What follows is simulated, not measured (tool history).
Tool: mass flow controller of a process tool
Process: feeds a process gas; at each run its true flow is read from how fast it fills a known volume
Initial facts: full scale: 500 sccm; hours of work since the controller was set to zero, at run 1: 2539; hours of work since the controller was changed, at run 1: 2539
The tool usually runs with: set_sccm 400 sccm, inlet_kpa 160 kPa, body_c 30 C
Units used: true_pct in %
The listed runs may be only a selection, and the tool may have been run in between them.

run,day,set_sccm,inlet_kpa,body_c,hours of work since the controller was set to zero,hours of work since the controller was changed,true_pct
1,0,400,160,30,2539,2539,99.25
2,7.812,400,160,30,2622,2622,99.09
3,11.229,400,160,30,2658,2658,99.03
4,17.583,154,160,30,2725,2725,96.87
5,22.742,150,160,30,2780,2780,96.77
6,28.067,150,160,30,2837,2837,96.83
7,31.812,150,160,30,2877,2877,96.88
8,39.279,150,160,30,2956,2956,96.75
9,47.021,400,160,30,3038,3038,99.1
10,53.512,400,160,30,3107,3107,99.04
11,60.792,400,160,30,3185,3185,98.84
12,68.629,400,160,30,3268,3268,99.02
13,73.854,400,160,30,3323,3323,98.88
14,77.662,400,160,30,3364,3364,98.88
15,84.433,400,160,30,3436,3436,98.82
16,90.625,400,160,30,3502,3502,98.9
17,96.917,55,201,30,3568,3568,92.09
18,104.15,249,160,29,3645,3645,97.52
19,110.271,126,220,23,3710,3710,95.1
20,116.467,126,220,23,3776,3776,95.07
21,120.767,55,205,35,3822,3822,92.1
22,126.621,55,205,35,3884,3884,91.99
23,130.654,55,205,35,3927,3927,91.94
24,137.154,55,205,35,3996,3996,91.67
25,144.233,52,205,20,4071,4071,90.5
26,148.121,145,225,20,4113,4113,94.97
27,155.296,145,225,20,4189,4189,95.16
28,158.829,400,185,30,4226,4226,98.41
29,163.446,213,185,24,4275,4275,96.45

Selected run-to-run steps in true_pct, each split into two signed amounts: the part the tool would show with no hidden state at all (from settings, incoming material and random variation), and the remainder, which goes to the hidden state together with any gauge scatter not common to the measured and the hidden-state-free results:
Hidden conditions of the tool in this case: flow at rest that the sensor doesn't see, % of full scale; true flow over the shown one, %; drift of the gauge itself on true_pct, %.
Run 16 -> 17: set_sccm 400 -> 55, inlet_kpa 160 -> 201. true_pct -6.81 %: hidden state -4.87, all else -1.94.
Run 17 -> 18: set_sccm 55 -> 249, inlet_kpa 201 -> 160, body_c 30 -> 29. true_pct +5.43 %: hidden state +4.35, all else +1.08.

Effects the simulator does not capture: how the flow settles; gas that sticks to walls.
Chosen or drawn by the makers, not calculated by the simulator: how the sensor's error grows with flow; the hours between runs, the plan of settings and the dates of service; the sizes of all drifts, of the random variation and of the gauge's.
